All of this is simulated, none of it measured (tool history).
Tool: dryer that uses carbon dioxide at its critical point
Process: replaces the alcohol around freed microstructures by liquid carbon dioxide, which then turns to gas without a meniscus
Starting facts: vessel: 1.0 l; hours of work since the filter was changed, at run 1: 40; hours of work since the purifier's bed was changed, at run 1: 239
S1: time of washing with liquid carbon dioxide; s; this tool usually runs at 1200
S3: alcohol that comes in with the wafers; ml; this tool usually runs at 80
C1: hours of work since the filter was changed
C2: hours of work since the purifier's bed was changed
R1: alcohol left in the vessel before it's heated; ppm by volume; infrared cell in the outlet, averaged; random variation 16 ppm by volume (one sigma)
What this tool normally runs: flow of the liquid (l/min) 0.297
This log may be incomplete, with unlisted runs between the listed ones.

run 1 day=0.000 | S1=1200 flow_of_the_liquid_(l/min)=0.297 S3=80 | C1=40 C2=239 | R1=1312
run 2 day=0.654 | S1=1200 flow_of_the_liquid_(l/min)=0.297 S3=46 | C1=50 C2=249 | R1=827
run 3 day=1.421 | S1=1020 flow_of_the_liquid_(l/min)=0.297 S3=80 | C1=61 C2=260 | R1=2534
run 4 day=2.112 | S1=1020 flow_of_the_liquid_(l/min)=0.297 S3=80 | C1=71 C2=270 | R1=2678
run 5 day=2.962 | S1=1020 flow_of_the_liquid_(l/min)=0.297 S3=80 | C1=84 C2=283 | R1=2799
run 6 day=3.712 | S1=1200 flow_of_the_liquid_(l/min)=0.297 S3=26 | C1=95 C2=294 | R1=620
run 7 day=4.342 | S1=1200 flow_of_the_liquid_(l/min)=0.297 S3=80 | C1=104 C2=303 | R1=1717
run 8 day=4.979 | S1=1200 flow_of_the_liquid_(l/min)=0.297 S3=80 | C1=114 C2=313 | R1=1752
run 9 day=5.550 | S1=1560 flow_of_the_liquid_(l/min)=0.297 S3=80 | C1=122 C2=321 | R1=665
run 10 day=6.325 | S1=1560 flow_of_the_liquid_(l/min)=0.297 S3=80 | C1=134 C2=333 | R1=722
run 11 day=7.238 | S1=1200 flow_of_the_liquid_(l/min)=0.297 S3=80 | C1=147 C2=346 | R1=2068
run 12 day=7.858 | S1=1200 flow_of_the_liquid_(l/min)=0.297 S3=80 | C1=157 C2=356 | R1=2053
run 13 day=8.283 | S1=1200 flow_of_the_liquid_(l/min)=0.297 S3=34 | C1=163 C2=362 | R1=991
run 14 day=9.188 | S1=1200 flow_of_the_liquid_(l/min)=0.297 S3=34 | C1=176 C2=375 | R1=1034
-- day=9.638 inlet filter changed
run 15 day=9.854 | S1=1200 flow_of_the_liquid_(l/min)=0.297 S3=80 | C1=3 C2=385 | R1=1238
run 16 day=10.617 | S1=1200 flow_of_the_liquid_(l/min)=0.297 S3=80 | C1=15 C2=396 | R1=1287
run 17 day=11.083 | S1=1200 flow_of_the_liquid_(l/min)=0.297 S3=80 | C1=21 C2=403 | R1=1313
run 18 day=11.633 | S1=1200 flow_of_the_liquid_(l/min)=0.297 S3=80 | C1=30 C2=411 | R1=1351
run 19 day=12.067 | S1=1200 flow_of_the_liquid_(l/min)=0.297 S3=80 | C1=36 C2=417 | R1=1411
run 20 day=12.871 | S1=1200 flow_of_the_liquid_(l/min)=0.297 S3=80 | C1=48 C2=429 | R1=1426
run 21 day=13.833 | S1=1680 flow_of_the_liquid_(l/min)=0.442 S3=32 | C1=62 C2=444 | R1=188
run 22 day=14.229 | S1=1680 flow_of_the_liquid_(l/min)=0.442 S3=32 | C1=68 C2=449 | R1=185
run 23 day=14.621 | S1=1020 flow_of_the_liquid_(l/min)=0.337 S3=20 | C1=74 C2=455 | R1=569
run 24 day=15.388 | S1=1020 flow_of_the_liquid_(l/min)=0.226 S3=28 | C1=85 C2=467 | R1=2445
run 25 day=15.962 | S1=1200 flow_of_the_liquid_(l/min)=0.184 S3=42 | C1=94 C2=475 | R1=4280
run 26 day=16.912 | S1=900 flow_of_the_liquid_(l/min)=0.232 S3=108 | C1=108 C2=489 | R1=11450
run 27 day=17.725 | S1=1260 flow_of_the_liquid_(l/min)=0.232 S3=118 | C1=120 C2=501 | R1=5606
run 28 day=18.475 | S1=720 flow_of_the_liquid_(l/min)=0.297 S3=84 | C1=131 C2=512 | R1=8877
run 29 day=19.238 | S1=720 flow_of_the_liquid_(l/min)=0.297 S3=84 | C1=142 C2=524 | R1=8969
run 30 day=19.829 | S1=720 flow_of_the_liquid_(l/min)=0.297 S3=84 | C1=151 C2=532 | R1=9259
run 31 day=20.271 | S1=1380 flow_of_the_liquid_(l/min)=0.479 S3=80 | C1=158 C2=539 | R1=293
-- day=20.767 purifier's bed changed
run 32 day=20.812 | S1=900 flow_of_the_liquid_(l/min)=0.301 S3=83 | C1=164 C2=1 | R1=5111
run 33 day=21.358 | S1=1140 flow_of_the_liquid_(l/min)=0.214 S3=85 | C1=172 C2=9 | R1=7585
-- day=22.121 inlet filter changed
run 34 day=22.346 | S1=960 flow_of_the_liquid_(l/min)=0.349 S3=55 | C1=3 C2=23 | R1=928
run 35 day=23.096 | S1=1140 flow_of_the_liquid_(l/min)=0.296 S3=80 | C1=14 C2=34 | R1=1421
run 36 day=23.942 | S1=1320 flow_of_the_liquid_(l/min)=0.235 S3=91 | C1=27 C2=47 | R1=2458
run 37 day=24.446 | S1=900 flow_of_the_liquid_(l/min)=0.435 S3=42 | C1=34 C2=54 | R1=377
run 38 day=24.883 | S1=1200 flow_of_the_liquid_(l/min)=0.247 S3=93 | C1=41 C2=60 | R1=3006
run 39 day=25.633 | S1=1200 flow_of_the_liquid_(l/min)=0.244 S3=39 | C1=52 C2=72 | R1=1418
run 40 day=26.458 | S1=1140 flow_of_the_liquid_(l/min)=0.300 S3=22 | C1=64 C2=84 | R1=467

Each row is a separate what-if for the run after 40, all from the same tool condition, not one after another. Results?
run A day=27.288 | S1=1380 flow_of_the_liquid_(l/min)=0.297 S3=80 | C1=77 C2=96 | R1=?
run B day=27.288 | S1=1200 flow_of_the_liquid_(l/min)=0.300 S3=52 | C1=77 C2=96 | R1=?
run C day=27.288 | S1=1200 flow_of_the_liquid_(l/min)=0.218 S3=25 | C1=77 C2=96 | R1=?
run D day=27.288 | S1=1260 flow_of_the_liquid_(l/min)=0.300 S3=26 | C1=77 C2=96 | R1=?
run E day=27.288 | S1=1140 flow_of_the_liquid_(l/min)=0.461 S3=22 | C1=77 C2=96 | R1=?

run=A R1=784
run=B R1=918
run=C R1=1429
run=D R1=404
run=E R1=82
With the hidden condition removed and each run's random variation left untouched, the same runs would have given:
run=A R1=516
run=B R1=638
run=C R1=1105
run=D R1=262
run=E R1=25
